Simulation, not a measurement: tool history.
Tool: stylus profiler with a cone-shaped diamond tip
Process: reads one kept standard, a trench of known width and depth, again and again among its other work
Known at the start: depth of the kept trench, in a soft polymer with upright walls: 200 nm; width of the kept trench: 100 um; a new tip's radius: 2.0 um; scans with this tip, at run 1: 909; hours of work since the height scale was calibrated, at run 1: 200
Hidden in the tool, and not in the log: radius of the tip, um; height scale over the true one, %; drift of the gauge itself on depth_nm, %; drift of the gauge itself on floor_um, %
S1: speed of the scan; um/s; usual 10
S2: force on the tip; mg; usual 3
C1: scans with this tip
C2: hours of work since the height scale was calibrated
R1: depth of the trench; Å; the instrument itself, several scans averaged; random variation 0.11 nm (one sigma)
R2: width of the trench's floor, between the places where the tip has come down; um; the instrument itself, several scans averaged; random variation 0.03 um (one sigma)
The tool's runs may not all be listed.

run	hour	S1	S2	C1	C2	R1	R2
1	0	10	3	909	200	2020.8	98.05
2	14	10	3	942	207	2018.9	98.1
3	26.1	10	3	970	213	2018.7	98.07
4	38.3	10	3	999	220	2020.4	98.14
5	51.9	10	3.84	1031	227	2023.4	98.07
6	66.1	7	3	1064	234	2018.5	98.07
7	76.6	7	3	1089	239	2019.4	98.06
8	99.1	7	3	1142	251	2018.3	98.06
9	112.1	7	3	1172	258	2020.1	98.03
10	125.1	10	3	1203	264	2020.1	98.04
11	143.6	10	3	1246	274	2018.2	98.02
12	161.8	10	3	1289	283	2018.5	98.02
13	178.2	29	3	1328	292	2019.6	97.97
14	187.9	29	3	1350	297	2019	97.95
15	204.8	37	3	1390	306	2017.9	97.92
16	214.3	37	3	1413	311	2018.5	97.88
17	227.1	10	3	1443	317	2016.6	98.02
18	242.6	10	3	1479	325	2019.1	97.99
19	258.1	6	1.09	1516	333	2007.4	97.96
20	279	17	2.47	1565	344	2016.5	97.98
21	296.8	4	2.85	1607	353	2018.3	97.96
22	316	4	2.85	1652	363	2016.8	98.01
23	333.3	17	1.87	1692	372	2010.5	97.97
24	353.4	21	2.77	1739	382	2017	97.92
25	373.7	21	3	1787	393	2015.9	97.91
26	391.9	21	3	1830	402	2016.5	97.89
27	413.4	21	6.23	1881	414	2029.7	97.94
28	433.3	37	6.37	1927	424	2030	97.88
29	452.1	37	6.37	1972	434	2030	97.87
30	468.7	14	2.54	2011	442	2014	97.92
31	489.2	12	1.98	2059	453	2010.3	97.91
32	501.3	12	1.03	2087	459	2005.9	97.88
33	517	8	1.03	2124	467	2005.6	97.85

Forecast each of these 5 alternatives for the next run:
A	530.3	8	2.47	2155	474	?	?
B	530.3	6	3.41	2155	474	?	?
C	530.3	26	1	2155	474	?	?
D	530.3	24	2.21	2155	474	?	?
E	530.3	10	2.13	2155	474	?	?

run	R1	R2
A	2013.6	97.9
B	2017.9	97.89
C	2005.9	97.79
D	2011.5	97.85
E	2013.5	97.91
Without the tool's hidden state the same runs would have given:
run	R1	R2
A	2018.5	98.24
B	2022.8	98.23
C	2010.7	98.13
D	2016.4	98.19
E	2018.4	98.25

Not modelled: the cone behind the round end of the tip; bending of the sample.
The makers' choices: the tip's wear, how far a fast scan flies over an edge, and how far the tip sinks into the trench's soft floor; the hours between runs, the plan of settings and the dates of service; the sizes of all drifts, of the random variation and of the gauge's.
